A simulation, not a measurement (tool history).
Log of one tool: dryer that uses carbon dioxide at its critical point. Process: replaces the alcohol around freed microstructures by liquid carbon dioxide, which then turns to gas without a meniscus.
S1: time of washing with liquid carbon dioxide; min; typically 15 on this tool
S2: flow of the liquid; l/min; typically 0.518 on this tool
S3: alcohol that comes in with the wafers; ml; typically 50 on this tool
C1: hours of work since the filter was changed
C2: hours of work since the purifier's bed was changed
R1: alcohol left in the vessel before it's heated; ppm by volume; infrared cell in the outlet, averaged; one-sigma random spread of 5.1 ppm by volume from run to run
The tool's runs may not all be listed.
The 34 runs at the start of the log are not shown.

{"run": 35, "day": 29.504, "S1": 18, "S2": 0.518, "S3": 74, "C1": 69, "C2": 1030, "R1": 63}
{"run": 36, "day": 30.779, "S1": 23, "S2": 0.507, "S3": 74, "C1": 88, "C2": 1049, "R1": 31}
{"run": 37, "day": 32.054, "S1": 23, "S2": 0.733, "S3": 74, "C1": 107, "C2": 1068, "R1": 31}
{"run": 38, "day": 33.242, "S1": 18, "S2": 0.404, "S3": 50, "C1": 124, "C2": 1085, "R1": 148}
{"run": 39, "day": 34.292, "S1": 18, "S2": 0.404, "S3": 50, "C1": 140, "C2": 1101, "R1": 163}
{"run": 40, "day": 35.329, "S1": 11, "S2": 0.518, "S3": 47, "C1": 155, "C2": 1116, "R1": 457}
{"run": 41, "day": 36.225, "S1": 11, "S2": 0.518, "S3": 47, "C1": 168, "C2": 1129, "R1": 469}
{"run": 42, "day": 37.462, "S1": 11, "S2": 0.518, "S3": 47, "C1": 187, "C2": 1148, "R1": 507}
{"day": 38.704, "done": "inlet filter changed"}
{"run": 43, "day": 38.762, "S1": 11, "S2": 0.506, "S3": 53, "C1": 1, "C2": 1166, "R1": 378}

Run 44 is up next; what results do you expect?
{"run": 44, "day": 39.442, "S1": 12, "S2": 0.538, "S3": 34, "C1": 11, "C2": 1176, "R1": "?"}

R1: 141 ppm by volume
If the tool had no hidden condition, the same run with the same run-to-run variation would have returned R1 102 ppm by volume.
